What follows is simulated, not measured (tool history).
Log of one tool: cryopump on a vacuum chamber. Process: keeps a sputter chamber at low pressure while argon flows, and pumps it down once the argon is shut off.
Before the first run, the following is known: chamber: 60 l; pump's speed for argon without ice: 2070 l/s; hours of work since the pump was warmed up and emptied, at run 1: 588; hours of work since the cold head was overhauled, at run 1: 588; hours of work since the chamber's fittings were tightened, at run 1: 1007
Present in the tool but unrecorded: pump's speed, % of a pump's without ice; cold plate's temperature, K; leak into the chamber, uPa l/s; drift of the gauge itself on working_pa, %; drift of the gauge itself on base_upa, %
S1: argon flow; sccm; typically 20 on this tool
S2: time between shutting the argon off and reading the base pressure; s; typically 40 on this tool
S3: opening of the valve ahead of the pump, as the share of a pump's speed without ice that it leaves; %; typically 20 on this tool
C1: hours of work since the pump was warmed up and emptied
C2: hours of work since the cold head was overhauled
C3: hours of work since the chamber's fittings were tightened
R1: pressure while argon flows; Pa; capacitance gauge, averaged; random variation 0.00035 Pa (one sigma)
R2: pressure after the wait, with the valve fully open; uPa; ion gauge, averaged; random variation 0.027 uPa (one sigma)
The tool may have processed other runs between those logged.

run,hour,S1,S2,S3,C1,C2,C3,R1,R2
1,0,20,40,20,588,588,1007,0.0834,2.07
2,14.8,20,40,20,601,601,1020,0.0835,2.04
3,32.5,20,40,20,616,616,1035,0.0838,2.06
4,54.1,20,40,20,635,635,1054,0.0841,2.11
5,75.5,20,40,20,653,653,1072,0.0836,2.14
6,93.9,20,33,20,669,669,1088,0.084,2.33
7,111.4,20,187,20,684,684,1103,0.0837,1.34
8,131.7,20,187,24,701,701,1120,0.0705,1.34
9,148,20,187,24,715,715,1134,0.0702,1.36
10,158.1,20,187,24,724,724,1143,0.0705,1.4
11,176.7,20,40,20,739,739,1158,0.0843,2.2
12,186.5,20,40,20,748,748,1167,0.0846,2.17
13,205.8,20,40,20,764,764,1183,0.0848,2.29
14,224.6,20,40,20,780,780,1199,0.0844,2.22
15,241.3,20,40,20,795,795,1214,0.084,2.22
# hour 256.6: pump warmed up, emptied and cooled again
16,263.5,20,40,20,6,809,1228,0.0816,2.11
17,281.9,20,40,20,22,825,1244,0.0816,2.13
18,296,9,56,51,34,837,1256,0.0144,1.85
19,312.7,9,106,51,48,851,1270,0.0142,1.45
20,325.1,9,106,51,59,862,1281,0.0138,1.52
21,342.5,8,106,51,73,877,1296,0.0129,1.48
22,358.1,8,106,51,87,890,1309,0.0129,1.53
23,375.1,8,106,51,101,905,1324,0.0128,1.6
24,394.4,20,40,17,118,921,1340,0.0969,2.24
25,407.3,19,68,45,129,932,1351,0.0346,1.76
26,418.5,19,68,45,138,942,1361,0.0351,1.74
27,431.5,33,236,45,149,953,1372,0.0614,1.42
28,441.4,9,61,20,158,961,1380,0.0369,1.91
29,451.6,9,61,20,167,970,1389,0.0369,1.9

Run 30 has not been measured yet. What should we expect?
30,464.6,9,61,20,178,981,1400,?,?

Run 30 came out at R1 0.0371 Pa, R2 1.93 uPa.
Were there no unlogged condition in the tool, this run, its random variation unchanged, would have produced R1 0.0368 Pa, R2 0.83 uPa.

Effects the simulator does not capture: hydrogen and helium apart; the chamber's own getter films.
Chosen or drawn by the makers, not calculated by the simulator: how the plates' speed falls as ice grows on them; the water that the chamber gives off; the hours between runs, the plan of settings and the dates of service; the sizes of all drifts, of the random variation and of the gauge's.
